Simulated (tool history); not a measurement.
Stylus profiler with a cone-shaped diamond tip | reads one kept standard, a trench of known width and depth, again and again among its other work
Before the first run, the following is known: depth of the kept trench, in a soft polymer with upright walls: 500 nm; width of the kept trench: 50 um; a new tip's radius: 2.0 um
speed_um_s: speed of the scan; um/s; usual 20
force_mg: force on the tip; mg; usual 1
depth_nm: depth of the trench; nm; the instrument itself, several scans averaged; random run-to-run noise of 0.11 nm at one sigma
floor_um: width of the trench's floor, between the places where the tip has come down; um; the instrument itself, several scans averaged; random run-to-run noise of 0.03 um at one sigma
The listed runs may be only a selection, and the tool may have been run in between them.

Run 1, hour 0: usual settings. Result: depth_nm 505.46 nm, floor_um 46.29 um.
Run 2, hour 8.2: usual settings. Result: depth_nm 505.56 nm, floor_um 46.31 um.
Run 3, hour 22.1: usual settings. Result: depth_nm 505.56 nm, floor_um 46.24 um.
Run 4, hour 32.4: usual settings. Result: depth_nm 505.67 nm, floor_um 46.23 um.
Run 5, hour 45.9: usual settings. Result: depth_nm 505.53 nm, floor_um 46.29 um.
Run 6, hour 65: usual settings. Result: depth_nm 505.56 nm, floor_um 46.21 um.
Run 7, hour 84.1: usual settings. Result: depth_nm 505.79 nm, floor_um 46.28 um.
Run 8, hour 98.2: usual settings but speed_um_s 38 um/s. Result: depth_nm 505.72 nm, floor_um 46.16 um.
Run 9, hour 115.4: usual settings but speed_um_s 38 um/s. Result: depth_nm 505.53 nm, floor_um 46.08 um.
Run 10, hour 126.7: usual settings but force_mg 1.09 mg. Result: depth_nm 505.96 nm, floor_um 46.18 um.
Run 11, hour 137.2: usual settings but force_mg 2.29 mg. Result: depth_nm 509.08 nm, floor_um 46.19 um.
Run 12, hour 147.8: usual settings but force_mg 2.29 mg. Result: depth_nm 509.1 nm, floor_um 46.15 um.
Run 13, hour 155.9: usual settings but force_mg 2.29 mg. Result: depth_nm 508.98 nm, floor_um 46.17 um.
At hour 157.4: height scale calibrated on a step standard.
Run 14, hour 176.4: usual settings but speed_um_s 12 um/s. Result: depth_nm 506.55 nm, floor_um 46.17 um.
Run 15, hour 185.4: usual settings but speed_um_s 28 um/s. Result: depth_nm 506.56 nm, floor_um 46.11 um.
Run 16, hour 203.9: usual settings. Result: depth_nm 506.61 nm, floor_um 46.15 um.
Run 17, hour 221.8: usual settings but speed_um_s 30 um/s, force_mg 0.41 mg. Result: depth_nm 504.71 nm, floor_um 45.99 um.
At hour 228.3: height scale calibrated on a step standard, once more.
Run 18, hour 235.2: usual settings but speed_um_s 13 um/s, force_mg 0.38 mg. Result: depth_nm 502.11 nm, floor_um 46.07 um.

For run 19, what comes out?
Run 19, hour 244.4: usual settings but force_mg 0.96 mg. Result: depth_nm ?, floor_um ?.

{"run 19": {"depth_nm": 504, "floor_um": 46.06}}
The same run, on a tool lacking any hidden state, would have yielded depth_nm 504.21 nm, floor_um 47.28 um.

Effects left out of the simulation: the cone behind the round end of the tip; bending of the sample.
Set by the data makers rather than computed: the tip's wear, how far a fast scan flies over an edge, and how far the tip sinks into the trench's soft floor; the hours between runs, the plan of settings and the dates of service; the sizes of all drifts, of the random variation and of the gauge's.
